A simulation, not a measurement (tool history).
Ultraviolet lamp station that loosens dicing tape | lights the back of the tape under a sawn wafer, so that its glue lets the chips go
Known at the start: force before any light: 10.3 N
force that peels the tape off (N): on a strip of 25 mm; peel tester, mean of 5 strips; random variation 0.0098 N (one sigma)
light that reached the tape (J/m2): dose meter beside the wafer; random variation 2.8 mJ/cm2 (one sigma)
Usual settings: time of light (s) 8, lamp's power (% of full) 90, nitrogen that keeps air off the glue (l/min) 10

run	day	time of light (s)	lamp's power (% of full)	nitrogen that keeps air off the glue (l/min)	force that peels the tape off (N)	light that reached the tape (J/m2)
1	0	8	90	10	1.062	2610
2	2.817	8	90	10	1.102	2540
3	5.321	8	65	10	2.17	1820
4	7.712	8	65	10	2.225	1810
5	10.442	8	90	10	1.198	2410
6	12.525	8	90	10	1.307	2390
7	13.983	8	90	10	1.347	2380
8	16.775	8	61	17	1.932	1560
9	19.504	8	61	17	2.084	1530
10	21.592	5	95	10	2.802	1470
11	23.096	14	67	5	1.525	2900

3 ways to go on from here, each from the tool as it stands after run 11. What would each give?
A	26.046	6	61	5	?	?
B	26.046	7	91	19	?	?
C	26.046	12	67	5	?	?

run	force that peels the tape off (N)	light that reached the tape (J/m2)
A	4.952	1070
B	1.292	1920
C	2.09	2390
Without the tool's hidden state the same runs would have given:
run	force that peels the tape off (N)	light that reached the tape (J/m2)
A	2.853	1900
B	0.312	3380
C	0.656	4210
